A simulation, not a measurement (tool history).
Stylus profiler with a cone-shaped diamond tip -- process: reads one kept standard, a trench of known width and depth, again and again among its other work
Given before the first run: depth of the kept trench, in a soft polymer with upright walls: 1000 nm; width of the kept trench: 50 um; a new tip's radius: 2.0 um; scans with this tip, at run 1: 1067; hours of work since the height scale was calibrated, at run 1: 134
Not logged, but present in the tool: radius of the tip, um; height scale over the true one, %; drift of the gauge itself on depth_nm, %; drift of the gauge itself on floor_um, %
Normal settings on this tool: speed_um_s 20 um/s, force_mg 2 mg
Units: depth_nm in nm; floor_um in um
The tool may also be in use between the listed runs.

run	hour	speed_um_s	force_mg	scans with this tip	hours of work since the height scale was calibrated	depth_nm	floor_um
1	0	20	2	1067	134	1010.89	46.21
2	34.4	20	2	1198	150	1011.12	46.16
3	69.4	20	2	1331	167	1011.21	46.12
4	93	24	2	1421	178	1011.58	46.15
5	114	24	2	1501	188	1011.09	46.12
6	156.8	20	3.27	1665	209	1015.49	46.15
7	178.6	20	3.27	1748	219	1015.87	46.1
8	200.8	50	2	1832	230	1011.57	45.93
9	246.2	50	2	2005	251	1011.46	45.94
10	280.8	50	2	2137	268	1011.25	45.86
11	306.4	9	5.59	2235	280	1021.78	46.14
12	330.1	30	2.71	2326	291	1013.87	46
13	370.8	7	1.16	2481	311	1007.99	46.1
14	414.9	32	0.92	2649	332	1007.33	45.86
15	452.7	78	2	2793	350	1011.86	45.57
16	475.3	75	1.04	2880	361	1007.62	45.34
17	511.9	75	1.04	3019	378	1007.62	45.35

Predict each of these 3 candidate next runs independently; none follows another, all start after run 17:
A	551.9	21	3.14	3172	397	?	?
B	551.9	23	1.76	3172	397	?	?
C	551.9	11	3.57	3172	397	?	?

run	depth_nm	floor_um
A	1015.76	46.02
B	1010.82	45.89
C	1016.9	45.99
Had the tool no hidden state, the same runs would have come out as:
run	depth_nm	floor_um
A	1014.95	46.47
B	1010.01	46.34
C	1016.09	46.44
